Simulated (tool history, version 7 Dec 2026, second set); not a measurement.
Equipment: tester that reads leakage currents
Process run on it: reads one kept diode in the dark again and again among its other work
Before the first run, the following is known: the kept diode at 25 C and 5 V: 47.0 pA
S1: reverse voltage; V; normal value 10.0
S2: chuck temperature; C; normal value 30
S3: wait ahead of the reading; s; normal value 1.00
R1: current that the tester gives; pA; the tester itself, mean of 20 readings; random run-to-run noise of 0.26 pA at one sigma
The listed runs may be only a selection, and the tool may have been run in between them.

run,hour,S1,S2,S3,R1
1,0.0,10.0,30,1.00,84.95
2,216.2,10.0,30,1.00,84.99
3,425.8,10.0,30,1.00,85.46
4,539.7,4.1,30,1.00,64.90
5,662.3,4.1,30,1.00,64.65
6,850.5,4.1,30,1.00,64.82
7,1035.2,2.4,30,4.51,54.95
8,1154.0,2.4,30,4.51,54.47
9,1254.1,3.6,25,0.92,43.03
10,1471.9,1.5,47,0.92,154.86

Not shown here: 1 entry made in the log between runs. Locate each between two listed runs and compare the hidden state at the listed run before it with the hidden state at the listed run after it:
From run 9 to run 10: chuck's temperature calibrated (hour 1348.6)
  stray current of the dirty probe card, pA a volt: 0.027 -> 0.028; true chuck temperature over the reading, C: -0.01 -> 0

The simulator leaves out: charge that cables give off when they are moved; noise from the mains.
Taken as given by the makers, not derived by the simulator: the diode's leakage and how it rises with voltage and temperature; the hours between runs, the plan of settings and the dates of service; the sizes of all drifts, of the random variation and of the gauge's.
